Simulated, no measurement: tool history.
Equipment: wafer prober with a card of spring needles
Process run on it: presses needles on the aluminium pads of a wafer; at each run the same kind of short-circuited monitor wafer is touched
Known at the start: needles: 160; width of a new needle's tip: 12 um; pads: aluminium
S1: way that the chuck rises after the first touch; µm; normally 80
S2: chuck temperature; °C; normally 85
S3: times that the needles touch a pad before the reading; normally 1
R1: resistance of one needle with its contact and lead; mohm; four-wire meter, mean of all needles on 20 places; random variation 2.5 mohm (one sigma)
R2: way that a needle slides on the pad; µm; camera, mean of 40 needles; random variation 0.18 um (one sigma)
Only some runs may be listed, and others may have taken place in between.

| run | day | S1 | S2 | S3 | R1 | R2 |
|---|---|---|---|---|---|---|
| 1 | 0.000 | 80 | 85 | 1 | 285 | 19.30 |
|  | 0.142 | tips cleaned on abrasive film |
|  | 0.375 | tips cleaned on abrasive film |
|  | 0.562 | tips cleaned on abrasive film |
|  | 0.796 | tips cleaned on abrasive film |
|  | 0.983 | tips cleaned on abrasive film |
|  | 1.217 | tips cleaned on abrasive film |
|  | 1.450 | tips cleaned on abrasive film |
|  | 1.683 | tips cleaned on abrasive film |
| 2 | 1.692 | 80 | 85 | 1 | 282 | 18.75 |
|  | 1.879 | tips cleaned on abrasive film |
|  | 2.112 | tips cleaned on abrasive film |
|  | 2.346 | tips cleaned on abrasive film |
|  | 2.579 | tips cleaned on abrasive film |
|  | 2.767 | tips cleaned on abrasive film |
|  | 2.958 | tips cleaned on abrasive film |
| 3 | 2.958 | 80 | 85 | 1 | 283 | 19.01 |
|  | 3.146 | tips cleaned on abrasive film |
|  | 3.333 | tips cleaned on abrasive film |
|  | 3.567 | tips cleaned on abrasive film |
|  | 3.754 | tips cleaned on abrasive film |
|  | 3.988 | tips cleaned on abrasive film |
|  | 4.175 | tips cleaned on abrasive film |
|  | 4.408 | tips cleaned on abrasive film |
| 4 | 4.442 | 80 | 85 | 2 | 282 | 18.75 |
|  | 4.629 | tips cleaned on abrasive film |
|  | 4.817 | tips cleaned on abrasive film |
|  | 5.050 | tips cleaned on abrasive film |
|  | 5.283 | tips cleaned on abrasive film |
|  | 5.517 | tips cleaned on abrasive film |
|  | 5.704 | tips cleaned on abrasive film |
| 5 | 5.796 | 80 | 85 | 2 | 283 | 18.18 |
|  | 5.938 | tips cleaned on abrasive film |
|  | 6.171 | tips cleaned on abrasive film |
|  | 6.404 | tips cleaned on abrasive film |
|  | 6.592 | tips cleaned on abrasive film |
|  | 6.825 | tips cleaned on abrasive film |
|  | 7.058 | tips cleaned on abrasive film |
|  | 7.288 | tips cleaned on abrasive film |
|  | 7.521 | tips cleaned on abrasive film |
|  | 7.754 | tips cleaned on abrasive film |
| 6 | 7.754 | 80 | 85 | 2 | 281 | 17.92 |
|  | 7.988 | tips cleaned on abrasive film |
|  | 8.175 | tips cleaned on abrasive film |
|  | 8.408 | tips cleaned on abrasive film |
|  | 8.642 | tips cleaned on abrasive film |
|  | 8.692 | tips cleaned on abrasive film, once more |
|  | 8.704 | height of the first contact set anew |
|  | 8.938 | tips cleaned on abrasive film |
|  | 9.171 | tips cleaned on abrasive film |
| 7 | 9.183 | 80 | 85 | 1 | 281 | 20.54 |
|  | 9.371 | tips cleaned on abrasive film |
|  | 9.604 | tips cleaned on abrasive film |
|  | 9.838 | tips cleaned on abrasive film |
|  | 10.025 | tips cleaned on abrasive film |
|  | 10.254 | tips cleaned on abrasive film |
|  | 10.488 | tips cleaned on abrasive film |
|  | 10.721 | tips cleaned on abrasive film |
| 8 | 10.871 | 80 | 85 | 1 | 291 | 19.85 |
|  | 10.921 | tips cleaned on abrasive film |
|  | 11.154 | tips cleaned on abrasive film |
|  | 11.342 | tips cleaned on abrasive film |
|  | 11.529 | tips cleaned on abrasive film |
|  | 11.762 | tips cleaned on abrasive film |
|  | 11.950 | tips cleaned on abrasive film |
|  | 12.183 | tips cleaned on abrasive film |
|  | 12.417 | tips cleaned on abrasive film |
| 9 | 12.492 | 80 | 50 | 1 | 279 | 19.66 |
|  | 12.633 | tips cleaned on abrasive film |
|  | 12.867 | tips cleaned on abrasive film |
|  | 13.100 | tips cleaned on abrasive film |
|  | 13.333 | tips cleaned on abrasive film |
|  | 13.567 | tips cleaned on abrasive film |
|  | 13.800 | tips cleaned on abrasive film |
|  | 14.000 | tips cleaned on abrasive film |
| 10 | 14.000 | 80 | 50 | 1 | 271 | 19.60 |
|  | 14.233 | tips cleaned on abrasive film |
|  | 14.421 | tips cleaned on abrasive film |
|  | 14.654 | tips cleaned on abrasive film |
|  | 14.888 | tips cleaned on abrasive film |
| 11 | 15.054 | 80 | 85 | 1 | 293 | 19.64 |
|  | 15.104 | tips cleaned on abrasive film |
|  | 15.338 | tips cleaned on abrasive film |
|  | 15.525 | tips cleaned on abrasive film |
|  | 15.758 | tips cleaned on abrasive film |
|  | 15.992 | tips cleaned on abrasive film |
| 12 | 16.117 | 80 | 85 | 1 | 294 | 19.32 |
|  | 16.212 | tips cleaned on abrasive film |
|  | 16.446 | tips cleaned on abrasive film |
|  | 16.679 | tips cleaned on abrasive film |
|  | 16.912 | tips cleaned on abrasive film |
|  | 17.142 | tips cleaned on abrasive film |
|  | 17.333 | tips cleaned on abrasive film |
| 13 | 17.333 | 89 | 84 | 1 | 282 | 21.32 |
|  | 17.567 | tips cleaned on abrasive film |
|  | 17.800 | tips cleaned on abrasive film |
|  | 18.033 | tips cleaned on abrasive film |
|  | 18.267 | tips cleaned on abrasive film |
|  | 18.454 | tips cleaned on abrasive film |
|  | 18.688 | tips cleaned on abrasive film |
| 14 | 18.754 | 71 | 104 | 2 | 299 | 16.69 |
|  | 18.896 | tips cleaned on abrasive film |
|  | 19.129 | tips cleaned on abrasive film |
|  | 19.362 | tips cleaned on abrasive film |
|  | 19.596 | tips cleaned on abrasive film |
| 15 | 19.608 | 75 | 109 | 1 | 292 | 17.77 |
|  | 19.796 | tips cleaned on abrasive film |
|  | 20.029 | tips cleaned on abrasive film |
|  | 20.262 | tips cleaned on abrasive film |
|  | 20.496 | tips cleaned on abrasive film |
| 16 | 20.575 | 64 | 55 | 2 | 281 | 14.90 |
|  | 20.717 | tips cleaned on abrasive film |
|  | 20.950 | tips cleaned on abrasive film |
|  | 21.183 | tips cleaned on abrasive film |
|  | 21.371 | tips cleaned on abrasive film |
|  | 21.604 | tips cleaned on abrasive film |
|  | 21.833 | tips cleaned on abrasive film |
|  | 22.067 | tips cleaned on abrasive film |
|  | 22.300 | tips cleaned on abrasive film |
|  | 22.492 | tips cleaned on abrasive film |
| 17 | 22.492 | 95 | 85 | 3 | 283 | 22.22 |
|  | 22.679 | tips cleaned on abrasive film |
|  | 22.867 | tips cleaned on abrasive film |
|  | 23.062 | height of the first contact set anew |
|  | 23.112 | tips cleaned on abrasive film |
|  | 23.342 | tips cleaned on abrasive film |
| 18 | 23.342 | 95 | 85 | 3 | 277 | 24.32 |
|  | 23.529 | tips cleaned on abrasive film |
|  | 23.762 | tips cleaned on abrasive film |
|  | 23.996 | tips cleaned on abrasive film |
|  | 24.183 | tips cleaned on abrasive film |
|  | 24.412 | tips cleaned on abrasive film |
| 19 | 24.538 | 95 | 85 | 3 | 283 | 23.69 |
|  | 24.633 | tips cleaned on abrasive film |
|  | 24.867 | tips cleaned on abrasive film |
|  | 25.100 | tips cleaned on abrasive film |
|  | 25.333 | tips cleaned on abrasive film |
|  | 25.567 | tips cleaned on abrasive film |
|  | 25.800 | tips cleaned on abrasive film |
|  | 26.033 | tips cleaned on abrasive film |
|  | 26.267 | tips cleaned on abrasive film |
| 20 | 26.312 | 100 | 31 | 1 | 270 | 25.17 |
|  | 26.500 | tips cleaned on abrasive film |
|  | 26.733 | tips cleaned on abrasive film |
|  | 26.967 | tips cleaned on abrasive film |
|  | 27.200 | tips cleaned on abrasive film |
|  | 27.429 | tips cleaned on abrasive film |
|  | 27.662 | tips cleaned on abrasive film |
|  | 27.896 | tips cleaned on abrasive film |
|  | 28.083 | tips cleaned on abrasive film |
|  | 28.288 | tips cleaned on abrasive film |
| 21 | 28.288 | 86 | 85 | 1 | 282 | 21.02 |
|  | 28.475 | tips cleaned on abrasive film |
|  | 28.708 | tips cleaned on abrasive film |
|  | 28.942 | tips cleaned on abrasive film |
|  | 29.175 | tips cleaned on abrasive film |
|  | 29.362 | tips cleaned on abrasive film |
|  | 29.596 | tips cleaned on abrasive film |
|  | 29.829 | tips cleaned on abrasive film |
|  | 30.021 | tips cleaned on abrasive film |
| 22 | 30.021 | 78 | 34 | 3 | 267 | 19.00 |

Each row is a separate what-if for the run after 22, all from the same tool condition, not one after another. Results?
|  | 30.254 | tips cleaned on abrasive film |
|  | 30.488 | tips cleaned on abrasive film |
|  | 30.721 | tips cleaned on abrasive film |
|  | 30.954 | tips cleaned on abrasive film |
|  | 31.188 | tips cleaned on abrasive film |
|  | 31.421 | tips cleaned on abrasive film |
|  | 31.604 | tips cleaned on abrasive film |
|  | 31.821 | tips cleaned on abrasive film |
| A | 31.821 | 95 | 90 | 2 | ? | ? |
|  | 30.254 | tips cleaned on abrasive film |
|  | 30.488 | tips cleaned on abrasive film |
|  | 30.721 | tips cleaned on abrasive film |
|  | 30.954 | tips cleaned on abrasive film |
|  | 31.188 | tips cleaned on abrasive film |
|  | 31.421 | tips cleaned on abrasive film |
|  | 31.604 | tips cleaned on abrasive film |
|  | 31.821 | tips cleaned on abrasive film |
| B | 31.821 | 60 | 68 | 3 | ? | ? |
|  | 30.254 | tips cleaned on abrasive film |
|  | 30.488 | tips cleaned on abrasive film |
|  | 30.721 | tips cleaned on abrasive film |
|  | 30.954 | tips cleaned on abrasive film |
|  | 31.188 | tips cleaned on abrasive film |
|  | 31.421 | tips cleaned on abrasive film |
|  | 31.604 | tips cleaned on abrasive film |
|  | 31.821 | tips cleaned on abrasive film |
| C | 31.821 | 78 | 34 | 1 | ? | ? |

| run | R1 | R2 |
|---|---|---|
| A | 280 | 22.87 |
| B | 280 | 14.17 |
| C | 270 | 18.70 |
Take away the tool's hidden state, keep each run's random variation, and the runs would have read:
| run | R1 | R2 |
|---|---|---|
| A | 279 | 23.95 |
| B | 274 | 15.27 |
| C | 266 | 19.79 |
